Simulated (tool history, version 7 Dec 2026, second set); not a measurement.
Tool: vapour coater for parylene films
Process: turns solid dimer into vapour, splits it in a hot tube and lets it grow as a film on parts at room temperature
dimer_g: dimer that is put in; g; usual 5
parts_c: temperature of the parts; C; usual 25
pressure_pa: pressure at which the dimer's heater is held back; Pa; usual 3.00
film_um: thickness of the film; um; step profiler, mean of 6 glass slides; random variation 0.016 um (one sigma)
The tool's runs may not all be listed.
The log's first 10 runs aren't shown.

run   hour  dimer_g  parts_c  pressure_pa  hours of work since the trap's valve was overhauled  hours of work since the table's thermometer was calibrated  film_um
 11  195.8        5       19         3.00                                                  199                                                         271     1.09
 12  218.6        5       19         3.00                                                  215                                                         287     1.08
 13  233.9        5       19         3.00                                                  225                                                         297     1.08
 14  249.9        5       19         3.00                                                  237                                                         309     1.09
 15  269.8        5       19         3.00                                                  251                                                         323     1.06
 16  289.3        5       19         7.69                                                  265                                                         337     0.91
 17  300.4        5       19         7.69                                                  272                                                         344     0.90
 18  311.7        3       20         8.90                                                  280                                                         352     0.51
 19  333.7        4       25         6.89                                                  296                                                         368     0.63
 20  351.9        3       22         3.00                                                  309                                                         381     0.56
 21  363.9        3       22         3.00                                                  317                                                         389     0.61
 22  388.9        4       25         3.13                                                  335                                                         407     0.71
 23  408.6        4       25         3.13                                                  349                                                         421     0.71
 24  433.0        4       25         3.13                                                  366                                                         438     0.71
 25  443.8        4       25         3.13                                                  374                                                         446     0.73
 26  454.9        5       21         3.00                                                  381                                                         453     1.02
 27  465.9        5       21         3.00                                                  389                                                         461     1.01
 28  489.5        8       27         2.75                                                  406                                                         478     1.40
 29  503.4        9       21         8.44                                                  416                                                         488     1.54
 30  525.3        9       21         8.44                                                  431                                                         503     1.57
 31  536.1        2       20         8.44                                                  439                                                         511     0.35
 32  549.3        2       27         3.51                                                  448                                                         520     0.33
 33  560.1        2       27         3.51                                                  456                                                         528     0.36

3 ways to go on from here, each from the tool as it stands after run 33. What would each give?
     571.0  -- trap's valve overhauled
  A  586.0        2       21        10.99                                                   11                                                         543        ?
     571.0  -- trap's valve overhauled
  B  586.0        5       28         4.00                                                   11                                                         543        ?
     571.0  -- trap's valve overhauled
  C  586.0        5       26         3.78                                                   11                                                         543        ?

run  film_um
  A     0.34
  B     0.80
  C     0.84
Without the tool's hidden state the same runs would have given:
run  film_um
  A     0.34
  B     0.80
  C     0.84
